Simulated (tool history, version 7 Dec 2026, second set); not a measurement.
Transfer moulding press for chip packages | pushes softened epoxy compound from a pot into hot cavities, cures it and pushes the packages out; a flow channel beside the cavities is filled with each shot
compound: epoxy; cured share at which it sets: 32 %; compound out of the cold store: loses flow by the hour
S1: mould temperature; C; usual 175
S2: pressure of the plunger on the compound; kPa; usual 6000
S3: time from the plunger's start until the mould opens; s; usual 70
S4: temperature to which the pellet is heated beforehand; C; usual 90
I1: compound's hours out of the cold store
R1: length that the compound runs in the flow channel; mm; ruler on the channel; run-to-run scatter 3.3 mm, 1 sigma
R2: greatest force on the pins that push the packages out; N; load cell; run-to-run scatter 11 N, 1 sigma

| run | hour | S1 | S2 | S3 | S4 | I1 | R1 | R2 |
|---|---|---|---|---|---|---|---|---|
| 1 | 0 | 175 | 6000 | 70 | 90 | 47 | 748 | 500 |
| 2 | 9.7 | 175 | 6000 | 70 | 90 | 31.3 | 778 | 708 |
| 3 | 23.8 | 175 | 6670 | 70 | 90 | 9.4 | 871 | 909 |
| 4 | 32.7 | 175 | 6670 | 70 | 90 | 20.1 | 842 | 898 |
| 5 | 42.8 | 175 | 6670 | 70 | 90 | 14.3 | 862 | 961 |
|  | 50.8 | cavities cleaned with cleaning compound and waxed |
| 6 | 56.1 | 175 | 6000 | 70 | 90 | 43.9 | 748 | 1088 |
| 7 | 65.3 | 175 | 6000 | 70 | 90 | 43.1 | 749 | 1118 |
| 8 | 83.2 | 175 | 6000 | 70 | 90 | 45.5 | 746 | 1147 |
|  | 102.2 | cavities cleaned with cleaning compound and waxed |
| 9 | 102.5 | 175 | 6000 | 70 | 90 | 36.3 | 760 | 511 |
|  | 110.5 | cavities cleaned with cleaning compound and waxed, once more |
| 10 | 119 | 180 | 6330 | 70 | 91 | 41.8 | 756 | 569 |
| 11 | 135.8 | 180 | 6330 | 70 | 91 | 38.5 | 759 | 766 |
| 12 | 145.5 | 173 | 6100 | 70 | 97 | 47.8 | 747 | 971 |
|  | 161.7 | cavities cleaned with cleaning compound and waxed |
| 13 | 163.2 | 167 | 6100 | 68 | 97 | 14.7 | 821 | 935 |
| 14 | 172.5 | 168 | 6000 | 70 | 90 | 46.6 | 748 | 1028 |
| 15 | 183.5 | 175 | 6000 | 68 | 88 | 10.5 | 803 | 879 |
| 16 | 200.1 | 167 | 6000 | 103 | 99 | 41.6 | 758 | 857 |
|  | 213 | cavities cleaned with cleaning compound and waxed |
| 17 | 220.3 | 167 | 6000 | 103 | 99 | 33.3 | 772 | 594 |
| 18 | 233.2 | 175 | 6000 | 70 | 86 | 25.1 | 775 | 833 |

The logged runs with the hidden state left out (each run's random variation unchanged):
What the log doesn't record here: true mould temperature over the reading, C; pressure that reaches the compound, % of what is set; grip of the stained cavities, % over clean ones'; drift of the gauge itself on flow_mm, %; drift of the gauge itself on push_out_n, %.
| run | R1 | R2 |
|---|---|---|
| 1 | 751 | 489 |
| 2 | 782 | 521 |
| 3 | 877 | 538 |
| 4 | 849 | 492 |
| 5 | 869 | 490 |
| 6 | 755 | 486 |
| 7 | 758 | 496 |
| 8 | 756 | 500 |
| 9 | 772 | 493 |
| 10 | 769 | 446 |
| 11 | 774 | 455 |
| 12 | 762 | 519 |
| 13 | 840 | 837 |
| 14 | 765 | 714 |
| 15 | 822 | 526 |
| 16 | 778 | 447 |
| 17 | 794 | 464 |
| 18 | 798 | 513 |
